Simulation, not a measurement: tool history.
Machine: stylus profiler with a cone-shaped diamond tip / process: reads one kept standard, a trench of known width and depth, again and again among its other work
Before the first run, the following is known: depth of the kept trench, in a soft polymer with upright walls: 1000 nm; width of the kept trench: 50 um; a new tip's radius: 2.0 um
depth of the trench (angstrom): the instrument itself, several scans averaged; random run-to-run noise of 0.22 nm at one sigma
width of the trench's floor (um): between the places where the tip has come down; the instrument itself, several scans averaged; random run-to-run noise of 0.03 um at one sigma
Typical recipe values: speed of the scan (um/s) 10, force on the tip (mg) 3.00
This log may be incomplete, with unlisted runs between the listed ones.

run      day  speed of the scan (um/s)  force on the tip (mg)  depth of the trench (angstrom)  width of the trench's floor (um)
  1    0.000                        10                   3.00                         10051.5                             44.36
       3.867  -- new tip fitted, height scale calibrated
  2    4.267                        10                   3.00                         10064.7                             46.34
  3    8.775                        10                   3.00                         10068.6                             46.30
  4   10.983                        10                   3.00                         10069.8                             46.24
  5   13.396                        10                   6.77                         10125.0                             46.18
  6   17.625                        10                   6.77                         10124.9                             46.17
  7   21.308                        10                   6.77                         10123.0                             46.08
  8   24.200                        10                   6.77                         10119.1                             46.04
  9   27.033                        10                   6.77                         10124.6                             45.96
 10   30.521                        10                   3.00                         10065.4                             45.80
 11   35.075                         7                   3.00                         10067.9                             45.79
 12   37.762                         7                   3.00                         10064.8                             45.72
 13   40.421                        10                   3.00                         10060.7                             45.68
 14   42.546                        10                   3.00                         10060.8                             45.73
 15   46.138                        10                   3.00                         10065.1                             45.59
 16   49.475                        10                   3.69                         10073.3                             45.50
 17   52.000                        10                   1.10                         10021.1                             45.44
 18   54.792                        10                   1.10                         10025.8                             45.40
 19   57.671                        10                   4.31                         10080.3                             45.38
 20   61.979                        10                   4.31                         10079.4                             45.34
 21   64.167                        10                   4.31                         10076.3                             45.25
 22   68.467                        10                   4.31                         10074.2                             45.23
 23   73.096                        10                   1.52                         10031.8                             45.14
 24   76.167                         4                   2.84                         10055.5                             45.03
 25   80.400                         4                   2.84                         10053.0                             44.99
 26   84.704                         4                   2.84                         10055.4                             44.99
 27   86.725                         4                   2.84                         10055.0                             44.98
 28   90.688                         7                   5.85                         10097.7                             44.90
 29   95.025                        23                   1.00                         10012.2                             44.66
 30   99.033                        32                   6.65                         10110.3                             44.66
 31  101.417                         9                   4.64                         10076.6                             44.70
 32  104.454                        16                   2.15                         10038.4                             44.61
 33  109.121                        13                   6.72                         10105.3                             44.61
 34  112.542                        13                   6.72                         10104.0                             44.50
 35  115.467                         2                   4.28                         10068.1                             44.53
 36  119.658                         2                   4.28                         10069.3                             44.50
 37  122.325                        14                   1.08                         10011.6                             44.34
 38  126.779                         5                   1.52                         10018.6                             44.38
 39  130.900                         5                   1.52                         10018.6                             44.29
 40  134.708                         7                   4.61                         10071.3                             44.27
 41  137.642                         6                   2.37                         10033.0                             44.21
 42  140.854                         6                   2.37                         10030.5                             44.15
     142.742  -- new tip fitted, height scale calibrated
 43  143.462                         9                   1.35                         10038.3                             46.49
 44  147.988                         9                   1.35                         10039.7                             46.32
 45  151.667                         9                   1.35                         10039.8                             46.32

Consider 5 possible next runs. They are alternatives, not a sequence: every one starts from the tool as it was left by run 45. What does each give?
  A  156.004                         3                   2.07                               ?                                 ?
  B  156.004                         9                   4.76                               ?                                 ?
  C  156.004                         4                   8.78                               ?                                 ?
  D  156.004                         5                   4.75                               ?                                 ?
  E  156.004                        21                   8.06                               ?                                 ?

run  depth of the trench (angstrom)  width of the trench's floor (um)
  A                         10049.6                             46.36
  B                         10100.0                             46.30
  C                         10147.2                             46.33
  D                         10093.6                             46.33
  E                         10140.3                             46.25
Take away the tool's hidden state, keep each run's random variation, and the runs would have read:
run  depth of the trench (angstrom)  width of the trench's floor (um)
  A                         10057.0                             46.57
  B                         10107.4                             46.51
  C                         10154.6                             46.54
  D                         10101.0                             46.54
  E                         10147.6                             46.46

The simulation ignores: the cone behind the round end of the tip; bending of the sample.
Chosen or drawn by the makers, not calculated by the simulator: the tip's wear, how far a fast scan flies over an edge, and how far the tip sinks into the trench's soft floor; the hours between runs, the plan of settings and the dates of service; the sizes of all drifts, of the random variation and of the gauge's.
